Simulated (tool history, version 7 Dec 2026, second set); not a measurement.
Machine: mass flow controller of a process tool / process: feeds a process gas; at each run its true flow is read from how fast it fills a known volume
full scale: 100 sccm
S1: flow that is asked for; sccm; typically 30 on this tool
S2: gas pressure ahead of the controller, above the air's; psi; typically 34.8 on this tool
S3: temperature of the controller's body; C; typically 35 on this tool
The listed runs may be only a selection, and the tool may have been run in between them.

run 1 hour=0 | S1=30 S2=34.8 S3=35 | true_flow_(%)=96.3
run 2 hour=57.7 | S1=30 S2=34.8 S3=35 | true_flow_(%)=96.23
run 3 hour=156.6 | S1=30 S2=34.8 S3=35 | true_flow_(%)=96.16
run 4 hour=226.9 | S1=30 S2=34.8 S3=35 | true_flow_(%)=96.23
run 5 hour=296.4 | S1=30 S2=34.8 S3=35 | true_flow_(%)=96.12
run 6 hour=362.5 | S1=30 S2=34.8 S3=35 | true_flow_(%)=96.03
run 7 hour=420.9 | S1=30 S2=34.8 S3=35 | true_flow_(%)=96.11
run 8 hour=512.5 | S1=30 S2=34.8 S3=35 | true_flow_(%)=96
run 9 hour=560.6 | S1=30 S2=34.5 S3=35 | true_flow_(%)=95.93
run 10 hour=619.9 | S1=30 S2=34.5 S3=35 | true_flow_(%)=96.04
run 11 hour=709.9 | S1=30 S2=34.5 S3=35 | true_flow_(%)=95.92
run 12 hour=807.8 | S1=30 S2=34.5 S3=35 | true_flow_(%)=95.97
run 13 hour=867.1 | S1=15 S2=20.9 S3=35 | true_flow_(%)=94.31
run 14 hour=965.3 | S1=12 S2=34.8 S3=21 | true_flow_(%)=95.04
run 15 hour=1072.1 | S1=12 S2=34.8 S3=21 | true_flow_(%)=94.86
run 16 hour=1134.8 | S1=12 S2=34.8 S3=21 | true_flow_(%)=94.92
-- hour=1140.9 controller's zero set anew
run 17 hour=1194 | S1=12 S2=29.4 S3=33 | true_flow_(%)=92.38
run 18 hour=1247.8 | S1=12 S2=29.4 S3=33 | true_flow_(%)=92.34
run 19 hour=1303 | S1=12 S2=22 S3=33 | true_flow_(%)=92.07
run 20 hour=1400.9 | S1=19 S2=23.9 S3=33 | true_flow_(%)=93.78
run 21 hour=1481.3 | S1=19 S2=23.9 S3=33 | true_flow_(%)=93.64
run 22 hour=1545.8 | S1=19 S2=23.9 S3=33 | true_flow_(%)=93.74
run 23 hour=1607.3 | S1=30 S2=22.3 S3=35 | true_flow_(%)=94.74

What if the next run were any one of these 5? Each begins from the tool's condition after run 23:
run A hour=1682.4 | S1=30 S2=38.4 S3=35 | true_flow_(%)=?
run B hour=1682.4 | S1=30 S2=22.3 S3=31 | true_flow_(%)=?
run C hour=1682.4 | S1=14 S2=37 S3=30 | true_flow_(%)=?
run D hour=1682.4 | S1=96 S2=22.3 S3=37 | true_flow_(%)=?
run E hour=1682.4 | S1=30 S2=27.1 S3=35 | true_flow_(%)=?

run=A true_flow_(%)=95.04
run=B true_flow_(%)=94.83
run=C true_flow_(%)=93.12
run=D true_flow_(%)=97.44
run=E true_flow_(%)=94.82
Had the tool no hidden state, the same runs would have come out as:
run=A true_flow_(%)=97.56
run=B true_flow_(%)=97.35
run=C true_flow_(%)=97.48
run=D true_flow_(%)=98.86
run=E true_flow_(%)=97.34
